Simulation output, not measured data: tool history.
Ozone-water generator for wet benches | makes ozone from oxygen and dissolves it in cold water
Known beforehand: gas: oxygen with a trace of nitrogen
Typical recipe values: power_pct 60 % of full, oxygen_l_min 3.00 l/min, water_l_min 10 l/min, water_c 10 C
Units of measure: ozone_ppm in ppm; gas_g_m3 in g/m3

run    hour  power_pct  oxygen_l_min  water_l_min  water_c  ozone_ppm  gas_g_m3
  1     0.0         60          3.00           10       10       23.9     193.5
  2    32.0         60          3.00           10       10       23.8     194.1
  3    69.0         60          4.58           10       10       24.9     161.4
  4   112.5         60          4.58           10       10       24.7     160.2
  5   161.5         60          4.58           10       10       24.6     161.3
  6   190.6         60          3.00           10       10       23.9     194.4
  7   223.5         73          3.00           10       10       26.8     217.3
  8   264.4         60          3.00           10       12       22.9     193.8
  9   304.6         60          3.00           10       12       23.2     192.8
 10   359.3         60          3.00           10       12       23.3     192.8
 11   388.9         60          3.00           10       12       23.2     192.5
      442.3  -- water thermometer calibrated
 12   442.3         60          3.00           10       12       23.3     192.2
 13   471.8         60          3.00           10        7       24.7     191.8
 14   504.1         60          3.00           10        7       24.6     192.0
 15   558.8         60          3.00           10       10       24.1     193.5
 16   602.3         60          3.00           10       10       24.0     192.7
 17   646.0         60          3.00           10       10       23.8     193.4
 18   672.0         92          2.33            9       15       30.2     278.6
 19   701.5         92          2.33            9       15       30.1     277.6
 20   759.1         77          3.00           10        5       29.3     223.4
 21   807.7         77          3.00           10        5       29.6     224.2
 22   864.9         81          4.61           10        5       32.2     192.4
 23   909.0         68          4.61           10        5       29.0     173.5
 24   954.5         57          3.00           10       10       22.7     184.1
 25   999.6         57          3.00           10       10       23.1     185.5
 26  1060.5         41          3.00           10       10       18.8     150.8
 27  1113.1         64          2.83            9       10       26.6     206.5
 28  1147.8         64          2.83            9       10       26.5     204.9
 29  1190.4         43          1.79           10        9       17.4     195.1
 30  1235.0         43          1.79           10        9       17.5     197.0
 31  1295.5         47          4.21           10        9       21.4     142.5
 32  1355.2         72          2.69           10       10       25.9     224.6
 33  1404.3         60          3.16           10       10       23.4     185.6

Measured minus without-hidden-state, run by run (identical run-to-run variation in each term; gauge scatter may differ):
Hidden conditions of the tool in this case: yield of the discharge, % of new electrodes'; contactor's efficiency, % of a clean one's; true water temperature over the reading, C; drift of the gauge itself on ozone_ppm, %; drift of the gauge itself on gas_g_m3, %.
run  ozone_ppm  gas_g_m3
  1       -0.9      -4.8
  2       -1.0      -4.8
  3       -1.0      -4.1
  4       -1.0      -4.1
  5       -1.1      -4.3
  6       -1.0      -5.2
  7       -1.3      -6.7
  8       -1.0      -5.3
  9       -1.0      -5.4
 10       -1.1      -5.5
 11       -1.1      -5.5
 12       -1.1      -5.6
 13       -1.1      -5.7
 14       -1.1      -5.8
 15       -1.1      -5.9
 16       -1.2      -6.1
 17       -1.2      -6.1
 18       -1.8     -11.6
 19       -1.9     -11.7
 20       -1.7      -8.6
 21       -1.7      -8.8
 22       -2.0      -7.9
 23       -1.6      -6.5
 24       -1.2      -6.2
 25       -1.2      -6.4
 26       -0.9      -4.0
 27       -1.6      -7.9
 28       -1.6      -8.0
 29       -0.9      -5.6
 30       -0.9      -5.8
 31       -1.2      -4.6
 32       -1.7     -10.1
 33       -1.5      -7.5
